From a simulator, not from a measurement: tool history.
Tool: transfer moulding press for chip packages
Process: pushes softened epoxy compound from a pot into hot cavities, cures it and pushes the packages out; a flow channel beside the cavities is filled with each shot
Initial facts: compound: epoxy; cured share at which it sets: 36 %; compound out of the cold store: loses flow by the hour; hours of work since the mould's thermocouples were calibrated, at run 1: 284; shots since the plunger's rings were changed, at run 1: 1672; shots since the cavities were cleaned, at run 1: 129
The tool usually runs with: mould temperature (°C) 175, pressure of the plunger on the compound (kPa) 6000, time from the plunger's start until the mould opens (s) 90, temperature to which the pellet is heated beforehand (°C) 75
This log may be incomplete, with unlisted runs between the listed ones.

run	hour	mould temperature (°C)	pressure of the plunger on the compound (kPa)	time from the plunger's start until the mould opens (s)	temperature to which the pellet is heated beforehand (°C)	hours of work since the mould's thermocouples were calibrated	shots since the plunger's rings were changed	shots since the cavities were cleaned	incoming compound's hours out of the cold store	length that the compound runs in the flow channel (mm)	greatest force on the pins that push the packages out (N)
1	0	175	6000	90	75	284	1672	129	10.2	656.5	350
2	18.5	175	6000	90	75	296	1914	371	26.8	627.6	408
3	31.1	175	6000	90	75	304	2078	535	45.3	598.5	419
# hour 35.1: cavities cleaned with cleaning compound and waxed
4	48	175	6000	90	75	314	2280	170	13	648.1	358
5	60.4	175	6000	90	75	322	2441	331	21.4	633.5	390
# hour 80.5: cavities cleaned with cleaning compound and waxed
6	82.3	175	6000	90	75	335	2707	23	12.7	646.8	314
7	105.6	180	7010	112	76	350	3011	327	16.8	674.8	358
8	116.4	180	7010	112	76	357	3152	468	30.3	651.5	384
# hour 126.2: cavities cleaned with cleaning compound and waxed
9	132.1	168	5570	113	66	366	3337	76	15.6	638.2	350
10	149.7	180	6000	123	67	378	3568	307	14.3	627.4	349

Below are 3 alternative next runs, each starting from the tool's condition after run 10. Predict each:
# hour 158.9: mould's thermocouples calibrated
A	168.6	175	6000	101	80	6	3787	526	18.4	?	?
# hour 158.9: mould's thermocouples calibrated
B	168.6	180	5530	105	71	6	3787	526	45.9	?	?
# hour 158.9: mould's thermocouples calibrated
C	168.6	170	6000	118	75	6	3787	526	31	?	?

run	length that the compound runs in the flow channel (mm)	greatest force on the pins that push the packages out (N)
A	632.1	381
B	553.1	384
C	626.3	406
Without the tool's unlogged condition, the same runs would have read:
run	length that the compound runs in the flow channel (mm)	greatest force on the pins that push the packages out (N)
A	649.9	280
B	568.7	282
C	644.1	299
